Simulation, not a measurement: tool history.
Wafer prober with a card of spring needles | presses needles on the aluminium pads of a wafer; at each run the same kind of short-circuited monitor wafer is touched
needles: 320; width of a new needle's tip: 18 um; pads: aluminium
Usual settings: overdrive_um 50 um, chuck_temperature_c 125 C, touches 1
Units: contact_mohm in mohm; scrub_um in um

Run 1, day 0: usual settings. Result: contact_mohm 230 mohm, scrub_um 12.81 um.
Run 2, day 0.446: usual settings. Result: contact_mohm 231 mohm, scrub_um 12.73 um.
Run 3, day 0.871: usual settings. Result: contact_mohm 235 mohm, scrub_um 12.86 um.
Run 4, day 1.233: usual settings but touches 3. Result: contact_mohm 233 mohm, scrub_um 12.83 um.
Run 5, day 1.483: usual settings. Result: contact_mohm 235 mohm, scrub_um 12.89 um.
Run 6, day 1.688: usual settings but chuck_temperature_c 40 C. Result: contact_mohm 213 mohm, scrub_um 12.83 um.
Run 7, day 2: usual settings but chuck_temperature_c 40 C. Result: contact_mohm 212 mohm, scrub_um 12.9 um.
Run 8, day 2.346: usual settings but chuck_temperature_c 40 C. Result: contact_mohm 214 mohm, scrub_um 12.8 um.
Run 9, day 2.842: usual settings but touches 2. Result: contact_mohm 231 mohm, scrub_um 12.71 um.
Run 10, day 3.058: usual settings but touches 2. Result: contact_mohm 238 mohm, scrub_um 12.85 um.
Run 11, day 3.346: usual settings but touches 2. Result: contact_mohm 235 mohm, scrub_um 12.82 um.
Run 12, day 3.746: usual settings but touches 2. Result: contact_mohm 233 mohm, scrub_um 12.87 um.
Run 13, day 4.154: usual settings but touches 2. Result: contact_mohm 232 mohm, scrub_um 12.68 um.
Run 14, day 4.529: usual settings but touches 2. Result: contact_mohm 230 mohm, scrub_um 12.61 um.
Run 15, day 4.85: usual settings but touches 2. Result: contact_mohm 235 mohm, scrub_um 12.6 um.
Run 16, day 5.221: usual settings but touches 2. Result: contact_mohm 232 mohm, scrub_um 12.89 um.
Run 17, day 5.579: usual settings but touches 2. Result: contact_mohm 237 mohm, scrub_um 12.73 um.
Run 18, day 5.967: usual settings but chuck_temperature_c 67 C. Result: contact_mohm 222 mohm, scrub_um 12.88 um.
Run 19, day 6.3: usual settings but overdrive_um 45 um, chuck_temperature_c 99 C, touches 2. Result: contact_mohm 230 mohm, scrub_um 11.43 um.
Run 20, day 6.796: usual settings but overdrive_um 45 um, chuck_temperature_c 99 C, touches 2. Result: contact_mohm 231 mohm, scrub_um 11.43 um.
Run 21, day 7.112: usual settings but overdrive_um 33 um, chuck_temperature_c 74 C, touches 3. Result: contact_mohm 234 mohm, scrub_um 8.4 um.
Run 22, day 7.404: usual settings but overdrive_um 33 um, chuck_temperature_c 74 C, touches 3. Result: contact_mohm 227 mohm, scrub_um 8.62 um.
Run 23, day 7.617: usual settings but chuck_temperature_c 74 C. Result: contact_mohm 223 mohm, scrub_um 12.64 um.
Run 24, day 7.846: usual settings but overdrive_um 69 um, chuck_temperature_c 71 C, touches 2. Result: contact_mohm 214 mohm, scrub_um 17.7 um.
Run 25, day 8.083: usual settings but overdrive_um 68 um, chuck_temperature_c 112 C. Result: contact_mohm 225 mohm, scrub_um 17.35 um.
Run 26, day 8.408: usual settings but overdrive_um 68 um, chuck_temperature_c 112 C. Result: contact_mohm 222 mohm, scrub_um 17.39 um.
Run 27, day 8.729: usual settings but overdrive_um 68 um, chuck_temperature_c 107 C, touches 2. Result: contact_mohm 227 mohm, scrub_um 17.36 um.
Run 28, day 9.096: usual settings but overdrive_um 41 um, chuck_temperature_c 29 C, touches 2. Result: contact_mohm 212 mohm, scrub_um 10.59 um.
Run 29, day 9.433: usual settings but chuck_temperature_c 46 C. Result: contact_mohm 215 mohm, scrub_um 12.78 um.
Run 30, day 9.742: usual settings but overdrive_um 38 um, chuck_temperature_c 46 C. Result: contact_mohm 218 mohm, scrub_um 9.79 um.
Run 31, day 9.988: usual settings but overdrive_um 38 um, chuck_temperature_c 46 C. Result: contact_mohm 221 mohm, scrub_um 9.67 um.
Run 32, day 10.375: usual settings but overdrive_um 68 um, chuck_temperature_c 31 C. Result: contact_mohm 203 mohm, scrub_um 17.47 um.
Run 33, day 10.65: usual settings but overdrive_um 68 um, chuck_temperature_c 94 C. Result: contact_mohm 216 mohm, scrub_um 17.41 um.
Run 34, day 11.062: usual settings but chuck_temperature_c 39 C, touches 2. Result: contact_mohm 211 mohm, scrub_um 12.81 um.

Taken out of this log: 12 entries between the listed runs. Where each belongs, and how the hidden state differs across it:
Between runs 2 and 3: tips cleaned on abrasive film (day 0.862)
  debris on the tips, nm: 0.3 -> 0
Between runs 6 and 7: tips cleaned on abrasive film (day 1.725)
  debris on the tips, nm: 0.4 -> 0.2
Between runs 8 and 9: tips cleaned on abrasive film (day 2.596)
  debris on the tips, nm: 0.4 -> 0.2
Between runs 11 and 12: tips cleaned on abrasive film (day 3.45)
  debris on the tips, nm: 0.4 -> 0.2
Between runs 13 and 14: tips cleaned on abrasive film (day 4.312)
  debris on the tips, nm: 0.4 -> 0.2
Between runs 15 and 16: tips cleaned on abrasive film (day 5.167)
  debris on the tips, nm: 0.3 -> 0.1
Between runs 18 and 19: tips cleaned on abrasive film (day 6.012)
  debris on the tips, nm: 0.4 -> 0.2
Between runs 20 and 21: tips cleaned on abrasive film (day 6.862)
  debris on the tips, nm: 0.4 -> 0.2
Between runs 23 and 24: tips cleaned on abrasive film (day 7.712)
  debris on the tips, nm: 0.4 -> 0.1; way that the needles fall short of the set height, um: 0.02 -> 0.03
Between runs 26 and 27: tips cleaned on abrasive film (day 8.575)
  debris on the tips, nm: 0.4 -> 0.1
Between runs 28 and 29: tips cleaned on abrasive film (day 9.421)
  debris on the tips, nm: 0.3 -> 0
Between runs 31 and 32: tips cleaned on abrasive film (day 10.283)
  debris on the tips, nm: 0.3 -> 0.1
